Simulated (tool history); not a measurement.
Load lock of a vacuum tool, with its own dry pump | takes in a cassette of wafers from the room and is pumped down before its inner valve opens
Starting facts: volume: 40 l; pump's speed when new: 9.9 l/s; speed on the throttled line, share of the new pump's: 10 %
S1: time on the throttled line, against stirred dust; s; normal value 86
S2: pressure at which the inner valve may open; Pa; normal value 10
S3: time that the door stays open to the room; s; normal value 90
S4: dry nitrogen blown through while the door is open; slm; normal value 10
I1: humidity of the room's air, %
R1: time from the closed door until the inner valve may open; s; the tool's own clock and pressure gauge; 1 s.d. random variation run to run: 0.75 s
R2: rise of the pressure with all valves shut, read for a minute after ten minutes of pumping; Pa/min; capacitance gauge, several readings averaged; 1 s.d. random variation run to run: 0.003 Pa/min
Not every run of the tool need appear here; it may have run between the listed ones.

| run | day | S1 | S2 | S3 | S4 | I1 | R1 | R2 |
|---|---|---|---|---|---|---|---|---|
| 1 | 0.000 | 86 | 10 | 90 | 10 | 44.8 | 115.7 | 0.092 |
| 2 | 3.679 | 86 | 10 | 90 | 10 | 47.6 | 117.5 | 0.103 |
| 3 | 6.396 | 86 | 10 | 90 | 10 | 44.7 | 116.5 | 0.099 |
| 4 | 8.812 | 86 | 10 | 90 | 7 | 42.6 | 116.5 | 0.098 |
| 5 | 12.725 | 86 | 10 | 90 | 10 | 44.7 | 116.3 | 0.099 |
| 6 | 15.771 | 74 | 10 | 90 | 10 | 44.3 | 106.2 | 0.101 |
| 7 | 18.475 | 86 | 10 | 90 | 10 | 46.6 | 115.6 | 0.104 |
| 8 | 21.529 | 86 | 10 | 90 | 10 | 42.4 | 116.3 | 0.108 |
| 9 | 24.038 | 86 | 10 | 90 | 10 | 48.1 | 117.4 | 0.115 |
| 10 | 25.996 | 63 | 10 | 90 | 10 | 44.1 | 96.3 | 0.109 |
| 11 | 28.942 | 86 | 10 | 90 | 10 | 41.4 | 116.5 | 0.118 |
| 12 | 31.162 | 86 | 10 | 90 | 10 | 45.7 | 117.1 | 0.120 |
| 13 | 35.212 | 65 | 10 | 36 | 8 | 42.3 | 98.0 | 0.106 |
| 14 | 38.725 | 65 | 10 | 36 | 8 | 41.8 | 97.1 | 0.110 |
| 15 | 41.350 | 65 | 10 | 39 | 4 | 44.0 | 98.4 | 0.127 |
| 16 | 43.358 | 51 | 16 | 90 | 10 | 46.0 | 83.4 | 0.136 |
| 17 | 47.429 | 51 | 16 | 90 | 10 | 40.3 | 83.1 | 0.125 |
| 18 | 51.675 | 51 | 16 | 90 | 10 | 45.0 | 82.7 | 0.136 |
| 19 | 54.121 | 130 | 13 | 138 | 25 | 45.7 | 156.0 | 0.136 |
| 20 | 56.783 | 130 | 13 | 138 | 25 | 44.1 | 155.3 | 0.141 |
| 21 | 59.238 | 63 | 10 | 159 | 10 | 48.2 | 96.3 | 0.169 |

3 ways to go on from here, each from the tool as it stands after run 21. What would each give?
| A | 62.183 | 86 | 15 | 90 | 10 | 44.0 | ? | ? |
| B | 62.183 | 93 | 10 | 90 | 5 | 40.0 | ? | ? |
| C | 62.183 | 151 | 10 | 159 | 6 | 43.2 | ? | ? |

| run | R1 | R2 |
|---|---|---|
| A | 115.1 | 0.159 |
| B | 122.7 | 0.160 |
| C | 173.1 | 0.174 |
Without the tool's unlogged condition, the same runs would have read:
| run | R1 | R2 |
|---|---|---|
| A | 113.7 | 0.058 |
| B | 121.3 | 0.060 |
| C | 172.0 | 0.073 |
